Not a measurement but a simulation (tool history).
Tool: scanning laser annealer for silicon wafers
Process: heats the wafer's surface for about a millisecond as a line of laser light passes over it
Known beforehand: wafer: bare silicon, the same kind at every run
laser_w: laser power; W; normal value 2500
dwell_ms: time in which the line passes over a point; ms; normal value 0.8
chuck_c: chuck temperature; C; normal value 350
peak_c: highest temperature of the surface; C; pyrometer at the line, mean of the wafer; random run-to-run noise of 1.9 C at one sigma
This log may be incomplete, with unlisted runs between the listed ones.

Run 1, hour 0: usual settings. Result: peak_c 1180 C.
Run 2, hour 6.5: usual settings. Result: peak_c 1180 C.
Run 3, hour 10.6: usual settings. Result: peak_c 1182 C.
Run 4, hour 17.9: usual settings but chuck_c 347 C. Result: peak_c 1178 C.
Run 5, hour 23.7: usual settings. Result: peak_c 1176 C.
Run 6, hour 27.9: usual settings but laser_w 2521 W. Result: peak_c 1191 C.
Run 7, hour 33.4: usual settings but laser_w 2521 W, dwell_ms 0.618 ms. Result: peak_c 1099 C.
Run 8, hour 38.8: usual settings but chuck_c 372 C. Result: peak_c 1201 C.
Run 9, hour 44.1: usual settings but laser_w 2714 W. Result: peak_c 1259 C.
Run 10, hour 51.3: usual settings but laser_w 2714 W. Result: peak_c 1260 C.
Run 11, hour 56.3: usual settings but dwell_ms 0.698 ms, chuck_c 315 C. Result: peak_c 1098 C.
Run 12, hour 62.2: usual settings but laser_w 2238 W, dwell_ms 0.612 ms, chuck_c 325 C. Result: peak_c 982 C.
Run 13, hour 67.5: usual settings but laser_w 2594 W, dwell_ms 0.629 ms. Result: peak_c 1129 C.
Run 14, hour 72.7: usual settings but laser_w 2168 W, chuck_c 388 C. Result: peak_c 1100 C.

Predict the results of run 15:
Run 15, hour 78.1: usual settings but laser_w 2211 W, chuck_c 387 C. Result: peak_c ?.

peak_c: 1114 C
With the hidden condition absent and the run-to-run variation left alone, this run would have shown peak_c 1115 C.
